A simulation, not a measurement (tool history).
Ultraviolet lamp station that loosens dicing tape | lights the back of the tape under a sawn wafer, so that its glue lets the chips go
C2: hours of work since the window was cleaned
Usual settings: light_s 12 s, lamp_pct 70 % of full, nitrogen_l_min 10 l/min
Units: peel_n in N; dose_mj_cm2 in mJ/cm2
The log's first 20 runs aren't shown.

{"run": 21, "hour": 124.1, "light_s": 12, "lamp_pct": 70, "nitrogen_l_min": 10, "hours of work of the lamp": 202, "C2": 13, "peel_n": 0.628, "dose_mj_cm2": 483}
{"run": 22, "hour": 129.1, "light_s": 12, "lamp_pct": 70, "nitrogen_l_min": 10, "hours of work of the lamp": 205, "C2": 16, "peel_n": 0.638, "dose_mj_cm2": 483}
{"run": 23, "hour": 133.2, "light_s": 12, "lamp_pct": 97, "nitrogen_l_min": 10, "hours of work of the lamp": 208, "C2": 18, "peel_n": 0.243, "dose_mj_cm2": 673}
{"run": 24, "hour": 139.9, "light_s": 9, "lamp_pct": 86, "nitrogen_l_min": 10, "hours of work of the lamp": 212, "C2": 22, "peel_n": 0.76, "dose_mj_cm2": 437}
{"run": 25, "hour": 148.9, "light_s": 8, "lamp_pct": 92, "nitrogen_l_min": 5, "hours of work of the lamp": 217, "C2": 27, "peel_n": 1.314, "dose_mj_cm2": 415}
{"run": 26, "hour": 154.6, "light_s": 15, "lamp_pct": 66, "nitrogen_l_min": 10, "hours of work of the lamp": 220, "C2": 31, "peel_n": 0.423, "dose_mj_cm2": 565}
{"run": 27, "hour": 158.8, "light_s": 7, "lamp_pct": 62, "nitrogen_l_min": 3, "hours of work of the lamp": 223, "C2": 33, "peel_n": 3.779, "dose_mj_cm2": 245}
{"run": 28, "hour": 162.7, "light_s": 7, "lamp_pct": 79, "nitrogen_l_min": 16, "hours of work of the lamp": 225, "C2": 35, "peel_n": 1.323, "dose_mj_cm2": 313}
{"run": 29, "hour": 171.4, "light_s": 15, "lamp_pct": 88, "nitrogen_l_min": 10, "hours of work of the lamp": 230, "C2": 41, "peel_n": 0.174, "dose_mj_cm2": 745}
{"run": 30, "hour": 176.8, "light_s": 12, "lamp_pct": 70, "nitrogen_l_min": 10, "hours of work of the lamp": 233, "C2": 44, "peel_n": 0.643, "dose_mj_cm2": 474}
{"run": 31, "hour": 181.4, "light_s": 12, "lamp_pct": 76, "nitrogen_l_min": 6, "hours of work of the lamp": 236, "C2": 46, "peel_n": 0.734, "dose_mj_cm2": 516}
{"run": 32, "hour": 189.7, "light_s": 12, "lamp_pct": 76, "nitrogen_l_min": 6, "hours of work of the lamp": 241, "C2": 51, "peel_n": 0.746, "dose_mj_cm2": 514}
{"run": 33, "hour": 198.3, "light_s": 12, "lamp_pct": 76, "nitrogen_l_min": 6, "hours of work of the lamp": 246, "C2": 56, "peel_n": 0.757, "dose_mj_cm2": 502}
{"run": 34, "hour": 205.1, "light_s": 12, "lamp_pct": 76, "nitrogen_l_min": 6, "hours of work of the lamp": 250, "C2": 60, "peel_n": 0.733, "dose_mj_cm2": 509}
{"run": 35, "hour": 214.1, "light_s": 23, "lamp_pct": 84, "nitrogen_l_min": 9, "hours of work of the lamp": 255, "C2": 66, "peel_n": 0.08, "dose_mj_cm2": 1076}
{"run": 36, "hour": 222.8, "light_s": 15, "lamp_pct": 84, "nitrogen_l_min": 9, "hours of work of the lamp": 260, "C2": 71, "peel_n": 0.229, "dose_mj_cm2": 697}
{"run": 37, "hour": 228.8, "light_s": 11, "lamp_pct": 61, "nitrogen_l_min": 7, "hours of work of the lamp": 264, "C2": 74, "peel_n": 1.386, "dose_mj_cm2": 373}
{"run": 38, "hour": 236.0, "light_s": 14, "lamp_pct": 80, "nitrogen_l_min": 7, "hours of work of the lamp": 268, "C2": 78, "peel_n": 0.388, "dose_mj_cm2": 619}
{"run": 39, "hour": 242.8, "light_s": 12, "lamp_pct": 69, "nitrogen_l_min": 13, "hours of work of the lamp": 272, "C2": 82, "peel_n": 0.618, "dose_mj_cm2": 451}
{"run": 40, "hour": 251.8, "light_s": 12, "lamp_pct": 93, "nitrogen_l_min": 7, "hours of work of the lamp": 277, "C2": 88, "peel_n": 0.399, "dose_mj_cm2": 615}
{"run": 41, "hour": 260.6, "light_s": 12, "lamp_pct": 93, "nitrogen_l_min": 7, "hours of work of the lamp": 282, "C2": 93, "peel_n": 0.41, "dose_mj_cm2": 610}
{"run": 42, "hour": 268.2, "light_s": 12, "lamp_pct": 95, "nitrogen_l_min": 7, "hours of work of the lamp": 287, "C2": 97, "peel_n": 0.381, "dose_mj_cm2": 621}
{"run": 43, "hour": 276.4, "light_s": 6, "lamp_pct": 70, "nitrogen_l_min": 10, "hours of work of the lamp": 292, "C2": 102, "peel_n": 2.707, "dose_mj_cm2": 232}

Forecast each of these 4 alternatives for the next run:
{"run": "A", "hour": 281.0, "light_s": 20, "lamp_pct": 70, "nitrogen_l_min": 10, "hours of work of the lamp": 294, "C2": 105, "peel_n": "?", "dose_mj_cm2": "?"}
{"run": "B", "hour": 281.0, "light_s": 6, "lamp_pct": 65, "nitrogen_l_min": 10, "hours of work of the lamp": 294, "C2": 105, "peel_n": "?", "dose_mj_cm2": "?"}
{"run": "C", "hour": 281.0, "light_s": 12, "lamp_pct": 70, "nitrogen_l_min": 8, "hours of work of the lamp": 294, "C2": 105, "peel_n": "?", "dose_mj_cm2": "?"}
{"run": "D", "hour": 281.0, "light_s": 23, "lamp_pct": 70, "nitrogen_l_min": 14, "hours of work of the lamp": 294, "C2": 105, "peel_n": "?", "dose_mj_cm2": "?"}

run=A peel_n=0.161 dose_mj_cm2=756
run=B peel_n=2.949 dose_mj_cm2=207
run=C peel_n=0.799 dose_mj_cm2=460
run=D peel_n=0.104 dose_mj_cm2=879
Without the tool's hidden state the same runs would have given:
run=A peel_n=0.117 dose_mj_cm2=855
run=B peel_n=2.491 dose_mj_cm2=235
run=C peel_n=0.581 dose_mj_cm2=520
run=D peel_n=0.087 dose_mj_cm2=994
